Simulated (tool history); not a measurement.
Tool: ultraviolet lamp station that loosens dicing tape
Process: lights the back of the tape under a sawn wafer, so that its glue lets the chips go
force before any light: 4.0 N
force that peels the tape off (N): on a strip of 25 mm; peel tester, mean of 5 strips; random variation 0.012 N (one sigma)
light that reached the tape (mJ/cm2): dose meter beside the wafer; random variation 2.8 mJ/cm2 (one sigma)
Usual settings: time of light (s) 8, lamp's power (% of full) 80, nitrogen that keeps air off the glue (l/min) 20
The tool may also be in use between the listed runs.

| run | hour | time of light (s) | lamp's power (% of full) | nitrogen that keeps air off the glue (l/min) | force that peels the tape off (N) | light that reached the tape (mJ/cm2) |
|---|---|---|---|---|---|---|
| 1 | 0 | 8 | 80 | 20 | 0.856 | 286 |
|  | 42.4 | window cleaned of glue's vapour |
| 2 | 64.4 | 8 | 80 | 20 | 0.679 | 329 |
| 3 | 152.5 | 8 | 80 | 20 | 0.774 | 307 |
| 4 | 196.1 | 8 | 80 | 20 | 0.805 | 287 |
| 5 | 260.8 | 8 | 80 | 20 | 0.914 | 275 |
| 6 | 308.2 | 7 | 80 | 20 | 1.092 | 228 |
| 7 | 403.3 | 8 | 80 | 20 | 1.054 | 243 |
| 8 | 484.6 | 8 | 80 | 20 | 1.212 | 220 |
|  | 493.4 | window cleaned of glue's vapour |
| 9 | 553.4 | 8 | 95 | 20 | 0.751 | 302 |
| 10 | 653.2 | 8 | 80 | 20 | 1.164 | 229 |
| 11 | 732.5 | 8 | 80 | 20 | 1.27 | 208 |
| 12 | 791.8 | 5 | 80 | 27 | 1.866 | 122 |
| 13 | 839.4 | 5 | 92 | 27 | 1.785 | 128 |
|  | 854.5 | lamp changed |
| 14 | 913.4 | 5 | 92 | 27 | 1.005 | 230 |
|  | 949.3 | window cleaned of glue's vapour |
| 15 | 980.2 | 8 | 80 | 20 | 0.584 | 361 |
| 16 | 1060.4 | 8 | 80 | 20 | 0.645 | 333 |
| 17 | 1151.5 | 8 | 80 | 20 | 0.763 | 316 |
| 18 | 1207.4 | 8 | 80 | 20 | 0.783 | 299 |
| 19 | 1307.1 | 11 | 74 | 29 | 0.514 | 343 |
| 20 | 1360.3 | 6 | 86 | 21 | 1.233 | 208 |
|  | 1404.9 | window cleaned of glue's vapour |
| 21 | 1424.2 | 6 | 86 | 21 | 1.058 | 235 |
| 22 | 1519.3 | 12 | 86 | 38 | 0.338 | 431 |

3 ways to go on from here, each from the tool as it stands after run 22. What would each give?
| A | 1583.7 | 12 | 80 | 12 | ? | ? |
| B | 1583.7 | 5 | 80 | 20 | ? | ? |
| C | 1583.7 | 9 | 75 | 23 | ? | ? |

| run | force that peels the tape off (N) | light that reached the tape (mJ/cm2) |
|---|---|---|
| A | 0.7 | 381 |
| B | 1.659 | 159 |
| C | 0.855 | 268 |
Without the tool's hidden state the same runs would have given:
| run | force that peels the tape off (N) | light that reached the tape (mJ/cm2) |
|---|---|---|
| A | 0.355 | 584 |
| B | 1.06 | 243 |
| C | 0.447 | 411 |
